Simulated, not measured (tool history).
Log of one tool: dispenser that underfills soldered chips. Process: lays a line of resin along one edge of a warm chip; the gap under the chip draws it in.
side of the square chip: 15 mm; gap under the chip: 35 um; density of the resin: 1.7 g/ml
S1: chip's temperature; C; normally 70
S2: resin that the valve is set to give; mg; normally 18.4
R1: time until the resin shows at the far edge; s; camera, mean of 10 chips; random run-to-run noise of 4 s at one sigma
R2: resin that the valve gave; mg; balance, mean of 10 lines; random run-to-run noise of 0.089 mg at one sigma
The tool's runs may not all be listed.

| run | day | S1 | S2 | R1 | R2 |
|---|---|---|---|---|---|
| 1 | 0.000 | 70 | 18.4 | 374.3 | 17.29 |
| 2 | 0.321 | 69 | 18.4 | 602.5 | 17.09 |
|  | 0.433 | new syringe of resin |
| 3 | 0.708 | 70 | 18.4 | 515.0 | 17.06 |
|  | 0.875 | new syringe of resin |
| 4 | 1.171 | 70 | 18.4 | 543.1 | 16.99 |
|  | 1.317 | new syringe of resin |
|  | 1.358 | stage's temperature calibrated |
| 5 | 1.671 | 70 | 18.4 | 637.8 | 16.94 |
|  | 1.829 | new syringe of resin |
| 6 | 2.021 | 70 | 18.4 | 521.4 | 16.70 |
|  | 2.279 | new syringe of resin |
| 7 | 2.396 | 77 | 18.4 | 324.0 | 16.76 |
|  | 2.462 | dispensing valve cleaned and set on the balance |
|  | 2.779 | new syringe of resin |
| 8 | 2.792 | 61 | 18.4 | 667.1 | 18.27 |
|  | 3.246 | new syringe of resin |
| 9 | 3.271 | 73 | 18.4 | 342.7 | 18.27 |
|  | 3.704 | new syringe of resin |
| 10 | 3.712 | 67 | 18.4 | 472.6 | 18.07 |
| 11 | 3.967 | 57 | 18.4 | 1193.2 | 18.24 |
|  | 4.150 | new syringe of resin |
| 12 | 4.192 | 70 | 20.4 | 406.4 | 19.98 |
|  | 4.588 | new syringe of resin |
| 13 | 4.588 | 70 | 20.4 | 386.2 | 19.79 |
| 14 | 4.867 | 70 | 20.4 | 568.7 | 19.66 |
|  | 5.058 | new syringe of resin |
| 15 | 5.362 | 70 | 20.4 | 603.5 | 19.71 |
|  | 5.525 | new syringe of resin |
| 16 | 5.633 | 70 | 20.4 | 454.5 | 19.55 |
|  | 5.983 | new syringe of resin |
| 17 | 6.083 | 57 | 18.4 | 939.7 | 17.58 |
|  | 6.429 | new syringe of resin |
| 18 | 6.479 | 66 | 16.2 | 541.2 | 15.42 |
|  | 6.875 | new syringe of resin |
| 19 | 6.875 | 68 | 20.5 | 422.9 | 19.34 |
|  | 7.333 | new syringe of resin |
| 20 | 7.338 | 65 | 15.6 | 554.7 | 14.77 |
| 21 | 7.658 | 68 | 20.0 | 683.1 | 18.81 |
|  | 7.800 | new syringe of resin |
| 22 | 7.933 | 75 | 23.7 | 343.4 | 22.05 |
| 23 | 8.200 | 77 | 18.4 | 460.6 | 17.08 |
|  | 8.254 | new syringe of resin |
| 24 | 8.471 | 82 | 20.1 | 272.5 | 18.70 |
| 25 | 8.671 | 65 | 21.1 | 881.2 | 19.63 |
|  | 8.712 | new syringe of resin |
| 26 | 9.054 | 68 | 21.2 | 678.0 | 19.47 |
|  | 9.188 | new syringe of resin |
| 27 | 9.546 | 64 | 17.2 | 945.6 | 15.74 |
|  | 9.646 | new syringe of resin |
| 28 | 9.833 | 71 | 17.4 | 490.8 | 15.93 |
|  | 10.112 | new syringe of resin |
|  | 10.154 | dispensing valve cleaned and set on the balance |
| 29 | 10.321 | 71 | 17.4 | 461.4 | 17.36 |
|  | 10.621 | new syringe of resin |
| 30 | 10.800 | 74 | 23.5 | 379.9 | 23.41 |
|  | 11.067 | new syringe of resin |
| 31 | 11.233 | 74 | 16.5 | 390.9 | 16.35 |
|  | 11.508 | new syringe of resin |
| 32 | 11.596 | 84 | 23.7 | 197.8 | 23.30 |
| 33 | 11.871 | 84 | 16.0 | 313.3 | 15.70 |
|  | 11.971 | new syringe of resin |
| 34 | 12.308 | 64 | 19.5 | 850.6 | 19.09 |

Here are 4 independent what-if runs from the current tool condition. What would each one return?
|  | 12.421 | new syringe of resin |
| A | 12.638 | 61 | 20.8 | ? | ? |
|  | 12.421 | new syringe of resin |
| B | 12.638 | 78 | 17.3 | ? | ? |
|  | 12.421 | new syringe of resin |
| C | 12.638 | 69 | 19.4 | ? | ? |
|  | 12.421 | new syringe of resin |
| D | 12.638 | 58 | 16.1 | ? | ? |

| run | R1 | R2 |
|---|---|---|
| A | 807.4 | 20.06 |
| B | 338.1 | 16.84 |
| C | 529.6 | 18.64 |
| D | 1024.4 | 15.70 |
With no hidden state in the tool, these same runs would have given:
| run | R1 | R2 |
|---|---|---|
| A | 635.8 | 20.67 |
| B | 263.2 | 17.35 |
| C | 415.3 | 19.20 |
| D | 801.0 | 16.17 |

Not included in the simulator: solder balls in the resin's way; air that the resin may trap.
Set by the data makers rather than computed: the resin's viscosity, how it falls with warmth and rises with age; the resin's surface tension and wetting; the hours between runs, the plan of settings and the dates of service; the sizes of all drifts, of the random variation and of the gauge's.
